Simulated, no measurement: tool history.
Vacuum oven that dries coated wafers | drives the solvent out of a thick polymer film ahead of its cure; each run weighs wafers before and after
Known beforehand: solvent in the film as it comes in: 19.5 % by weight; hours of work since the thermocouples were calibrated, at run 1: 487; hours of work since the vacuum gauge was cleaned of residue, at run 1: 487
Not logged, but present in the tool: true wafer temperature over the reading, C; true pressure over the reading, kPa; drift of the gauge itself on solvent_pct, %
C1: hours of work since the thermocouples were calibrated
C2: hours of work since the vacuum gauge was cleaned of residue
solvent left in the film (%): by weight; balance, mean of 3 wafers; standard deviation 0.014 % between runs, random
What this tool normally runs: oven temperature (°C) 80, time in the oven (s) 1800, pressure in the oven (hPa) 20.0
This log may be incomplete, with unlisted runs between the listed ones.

Run 1, hour 0.0: usual settings; C1 487; C2 487. Result: solvent left in the film (%) 2.43.
Run 2, hour 21.2: usual settings; C1 496; C2 496. Result: solvent left in the film (%) 2.39.
Run 3, hour 44.6: usual settings; C1 506; C2 506. Result: solvent left in the film (%) 2.43.
Run 4, hour 70.9: usual settings; C1 518; C2 518. Result: solvent left in the film (%) 2.43.
Run 5, hour 94.6: usual settings; C1 528; C2 528. Result: solvent left in the film (%) 2.42.
Run 6, hour 122.0: usual settings; C1 540; C2 540. Result: solvent left in the film (%) 2.40.
Run 7, hour 151.3: usual settings but time in the oven (s) 2280; C1 553; C2 553. Result: solvent left in the film (%) 1.65.
Run 8, hour 178.6: usual settings but oven temperature (°C) 68, time in the oven (s) 2280; C1 565; C2 565. Result: solvent left in the film (%) 5.21.
Run 9, hour 205.0: usual settings but oven temperature (°C) 68, time in the oven (s) 2280; C1 577; C2 577. Result: solvent left in the film (%) 5.20.
Run 10, hour 227.9: usual settings but oven temperature (°C) 68, time in the oven (s) 2280; C1 587; C2 587. Result: solvent left in the film (%) 5.23.
Run 11, hour 260.8: usual settings but oven temperature (°C) 68, time in the oven (s) 2280, pressure in the oven (hPa) 59.4; C1 602; C2 602. Result: solvent left in the film (%) 6.82.
Run 12, hour 279.5: usual settings but oven temperature (°C) 83; C1 610; C2 610. Result: solvent left in the film (%) 1.75.
Run 13, hour 315.4: usual settings but pressure in the oven (hPa) 45.0; C1 626; C2 626. Result: solvent left in the film (%) 3.16.
Run 14, hour 350.8: usual settings but pressure in the oven (hPa) 45.0; C1 641; C2 641. Result: solvent left in the film (%) 3.20.
Run 15, hour 383.1: usual settings but pressure in the oven (hPa) 45.0; C1 655; C2 655. Result: solvent left in the film (%) 3.20.
Run 16, hour 419.4: usual settings but pressure in the oven (hPa) 45.0; C1 671; C2 671. Result: solvent left in the film (%) 3.21.
Run 17, hour 454.7: usual settings but pressure in the oven (hPa) 45.0; C1 687; C2 687. Result: solvent left in the film (%) 3.21.
Run 18, hour 473.2: usual settings; C1 695; C2 695. Result: solvent left in the film (%) 2.47.
Run 19, hour 508.2: usual settings; C1 710; C2 710. Result: solvent left in the film (%) 2.47.
Run 20, hour 542.5: usual settings; C1 726; C2 726. Result: solvent left in the film (%) 2.50.
Run 21, hour 570.8: usual settings; C1 738; C2 738. Result: solvent left in the film (%) 2.50.
Run 22, hour 608.3: usual settings; C1 754; C2 754. Result: solvent left in the film (%) 2.48.
Run 23, hour 635.0: usual settings but time in the oven (s) 1080; C1 766; C2 766. Result: solvent left in the film (%) 4.89.
Run 24, hour 664.9: usual settings but time in the oven (s) 2040; C1 779; C2 779. Result: solvent left in the film (%) 2.03.
Run 25, hour 682.1: usual settings but oven temperature (°C) 75, time in the oven (s) 2040; C1 787; C2 787. Result: solvent left in the film (%) 3.37.
Run 26, hour 704.6: usual settings but oven temperature (°C) 76, time in the oven (s) 1440, pressure in the oven (hPa) 32.4; C1 797; C2 797. Result: solvent left in the film (%) 5.16.
Run 27, hour 725.5: usual settings but oven temperature (°C) 88, time in the oven (s) 1380, pressure in the oven (hPa) 32.4; C1 806; C2 806. Result: solvent left in the film (%) 1.91.
Run 28, hour 755.5: usual settings but oven temperature (°C) 94, pressure in the oven (hPa) 19.1; C1 819; C2 819. Result: solvent left in the film (%) 0.54.
Run 29, hour 786.1: usual settings but oven temperature (°C) 81, time in the oven (s) 1980, pressure in the oven (hPa) 44.6; C1 833; C2 833. Result: solvent left in the film (%) 2.66.
Run 30, hour 810.3: usual settings but oven temperature (°C) 76, time in the oven (s) 960, pressure in the oven (hPa) 21.6; C1 843; C2 843. Result: solvent left in the film (%) 7.08.
Run 31, hour 842.4: usual settings but oven temperature (°C) 93, time in the oven (s) 1200, pressure in the oven (hPa) 21.6; C1 858; C2 858. Result: solvent left in the film (%) 1.21.
Run 32, hour 862.3: usual settings but oven temperature (°C) 93, time in the oven (s) 1200, pressure in the oven (hPa) 21.6; C1 866; C2 866. Result: solvent left in the film (%) 1.22.
At hour 892.4: oven's thermocouples calibrated.
Run 33, hour 901.8: usual settings but oven temperature (°C) 86, pressure in the oven (hPa) 16.9; C1 4; C2 883. Result: solvent left in the film (%) 1.18.
Run 34, hour 923.0: usual settings but oven temperature (°C) 68, time in the oven (s) 2460, pressure in the oven (hPa) 12.8; C1 13; C2 892. Result: solvent left in the film (%) 4.54.
Run 35, hour 959.6: usual settings but oven temperature (°C) 68, time in the oven (s) 1140, pressure in the oven (hPa) 10.9; C1 30; C2 908. Result: solvent left in the film (%) 8.66.
Run 36, hour 976.0: usual settings but oven temperature (°C) 68, time in the oven (s) 1140, pressure in the oven (hPa) 10.9; C1 37; C2 915. Result: solvent left in the film (%) 8.67.
Run 37, hour 1003.3: usual settings but time in the oven (s) 1320, pressure in the oven (hPa) 16.0; C1 49; C2 928. Result: solvent left in the film (%) 3.73.
Run 38, hour 1025.0: usual settings but time in the oven (s) 1320, pressure in the oven (hPa) 16.0; C1 58; C2 937. Result: solvent left in the film (%) 3.70.
Run 39, hour 1048.5: usual settings but time in the oven (s) 2280; C1 69; C2 947. Result: solvent left in the film (%) 1.69.
Run 40, hour 1078.7: usual settings but time in the oven (s) 2280; C1 82; C2 961. Result: solvent left in the film (%) 1.70.
Run 41, hour 1104.7: usual settings but time in the oven (s) 1500, pressure in the oven (hPa) 31.5; C1 93; C2 972. Result: solvent left in the film (%) 3.55.
Run 42, hour 1140.4: usual settings but time in the oven (s) 1500, pressure in the oven (hPa) 11.2; C1 109; C2 988. Result: solvent left in the film (%) 2.97.
Run 43, hour 1170.4: usual settings but oven temperature (°C) 93, time in the oven (s) 1200, pressure in the oven (hPa) 11.2; C1 122; C2 1001. Result: solvent left in the film (%) 0.97.
Run 44, hour 1204.7: usual settings but time in the oven (s) 1560, pressure in the oven (hPa) 53.0; C1 137; C2 1016. Result: solvent left in the film (%) 3.99.
Run 45, hour 1226.9: usual settings but oven temperature (°C) 79, time in the oven (s) 2940; C1 147; C2 1026. Result: solvent left in the film (%) 1.32.
Run 46, hour 1257.0: usual settings but oven temperature (°C) 90, time in the oven (s) 2640, pressure in the oven (hPa) 57.2; C1 161; C2 1039. Result: solvent left in the film (%) 1.35.
Run 47, hour 1291.7: usual settings but oven temperature (°C) 90, time in the oven (s) 2640, pressure in the oven (hPa) 57.2; C1 176; C2 1054. Result: solvent left in the film (%) 1.34.
Run 48, hour 1310.8: usual settings but time in the oven (s) 1140, pressure in the oven (hPa) 10.8; C1 184; C2 1063. Result: solvent left in the film (%) 4.42.

3 ways to go on from here, each from the tool as it stands after run 48. What would each give?
Run A, hour 1346.9: usual settings but time in the oven (s) 2280, pressure in the oven (hPa) 48.0; C1 200; C2 1079. Result: solvent left in the film (%) ?.
Run B, hour 1346.9: usual settings but oven temperature (°C) 79, pressure in the oven (hPa) 25.4; C1 200; C2 1079. Result: solvent left in the film (%) ?.
Run C, hour 1346.9: usual settings but oven temperature (°C) 74, time in the oven (s) 1140, pressure in the oven (hPa) 10.8; C1 200; C2 1079. Result: solvent left in the film (%) ?.

run  solvent left in the film (%)
  A                          2.61
  B                          2.92
  C                          6.58
Without the tool's hidden state the same runs would have given:
run  solvent left in the film (%)
  A                          2.36
  B                          2.63
  C                          6.22
